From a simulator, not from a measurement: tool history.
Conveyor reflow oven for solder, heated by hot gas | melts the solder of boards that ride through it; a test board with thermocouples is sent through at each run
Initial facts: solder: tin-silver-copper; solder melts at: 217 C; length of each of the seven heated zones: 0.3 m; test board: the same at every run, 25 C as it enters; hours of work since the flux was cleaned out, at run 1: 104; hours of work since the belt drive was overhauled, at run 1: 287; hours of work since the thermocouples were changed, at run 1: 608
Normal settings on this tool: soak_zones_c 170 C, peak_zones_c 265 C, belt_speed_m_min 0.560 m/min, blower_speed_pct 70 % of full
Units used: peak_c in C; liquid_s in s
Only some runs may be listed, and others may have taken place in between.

run   hour  soak_zones_c  peak_zones_c  belt_speed_m_min  blower_speed_pct  hours of work since the flux was cleaned out  hours of work since the belt drive was overhauled  hours of work since the thermocouples were changed  peak_c  liquid_s
  1    0.0           170           265             0.560                70                                           104                                                287                                                 608   250.5      45.2
  2   13.5           170           265             0.560                70                                           110                                                292                                                 614   250.5      45.5
  3   26.8           170           265             0.560                70                                           116                                                298                                                 619   250.5      45.9
  4   38.5           170           265             0.560                83                                           121                                                303                                                 624   253.0      47.6
      43.9  -- belt drive overhauled, speed set with a stopwatch
  5   52.0           170           265             0.560                83                                           125                                                  3                                                 628   252.2      48.0
  6   59.2           170           265             0.560                83                                           128                                                  7                                                 631   252.7      47.7
  7   67.8           170           265             0.560                83                                           132                                                 10                                                 635   252.1      47.7
      77.3  -- belt drive overhauled, speed set with a stopwatch, once more
  8   88.1           170           265             0.560                83                                           139                                                  5                                                 642   252.1      46.9
  9  104.8           180           265             0.560                76                                           146                                                 12                                                 649   253.0      50.4
 10  120.8           180           265             0.560                57                                           153                                                 19                                                 656   248.9      46.9
 11  133.8           182           259             0.560                67                                           159                                                 24                                                 662   245.9      46.6
 12  146.4           183           259             0.560                54                                           164                                                 30                                                 667   244.2      44.4

Entry by entry between the runs, the difference in hidden state between the last listed run before and the first listed run after:
Logged between run 4 and run 5: belt drive overhauled, speed set with a stopwatch (hour 43.9)
  heat that the gas passes to the board, % of a clean oven's: 96.3 -> 96.2; belt's true speed, % of the reading: 99.2 -> 99.1; true gas temperature in zones 6 and 7 over the reading, C: 2.48 -> 2.49
  what was measured, less what the result would be without the hidden state, peak_c: +1.4 -> +1.4 C; liquid_s: +0.9 -> +1.0 s
Logged between run 7 and run 8: belt drive overhauled, speed set with a stopwatch, once more (hour 77.3)
  heat that the gas passes to the board, % of a clean oven's: 95.9 -> 95.7; belt's true speed, % of the reading: 99.08 -> 100.04; true gas temperature in zones 6 and 7 over the reading, C: 2.52 -> 2.55
  what was measured, less what the result would be without the hidden state, peak_c: +1.3 -> +1.0 C; liquid_s: +1.0 -> +0.3 s

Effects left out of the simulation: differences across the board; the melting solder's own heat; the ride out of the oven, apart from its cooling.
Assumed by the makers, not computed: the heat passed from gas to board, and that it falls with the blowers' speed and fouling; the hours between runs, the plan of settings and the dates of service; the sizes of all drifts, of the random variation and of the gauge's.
